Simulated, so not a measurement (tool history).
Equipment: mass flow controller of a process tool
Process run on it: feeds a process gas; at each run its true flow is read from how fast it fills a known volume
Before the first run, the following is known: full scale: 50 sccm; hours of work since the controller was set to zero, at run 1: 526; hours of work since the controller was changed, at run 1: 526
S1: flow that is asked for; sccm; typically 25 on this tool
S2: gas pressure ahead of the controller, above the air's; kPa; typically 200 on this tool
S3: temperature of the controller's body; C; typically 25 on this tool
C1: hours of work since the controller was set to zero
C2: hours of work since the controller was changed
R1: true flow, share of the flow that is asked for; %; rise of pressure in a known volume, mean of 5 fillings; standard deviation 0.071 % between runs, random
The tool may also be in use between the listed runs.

run 1 hour=0 | S1=25 S2=200 S3=25 | C1=526 C2=526 | R1=99.68
run 2 hour=69.1 | S1=25 S2=200 S3=25 | C1=581 C2=581 | R1=99.7
run 3 hour=125.1 | S1=25 S2=200 S3=25 | C1=626 C2=626 | R1=99.75
run 4 hour=188 | S1=25 S2=200 S3=25 | C1=676 C2=676 | R1=99.76
run 5 hour=261.4 | S1=25 S2=200 S3=25 | C1=735 C2=735 | R1=99.59
run 6 hour=380.1 | S1=25 S2=200 S3=25 | C1=829 C2=829 | R1=99.67
run 7 hour=494.7 | S1=25 S2=193 S3=25 | C1=921 C2=921 | R1=99.67
run 8 hour=595.9 | S1=25 S2=193 S3=25 | C1=1002 C2=1002 | R1=99.78
run 9 hour=698.1 | S1=25 S2=193 S3=25 | C1=1083 C2=1083 | R1=99.8
run 10 hour=795.6 | S1=6 S2=156 S3=29 | C1=1161 C2=1161 | R1=100.01

Expected results for the next run?
run 11 hour=855 | S1=6 S2=212 S3=25 | C1=1209 C2=1209 | R1=?

{"run 11": {"R1": 99.72}}
With no hidden state in the tool, this same run would have given R1 99.7 %.
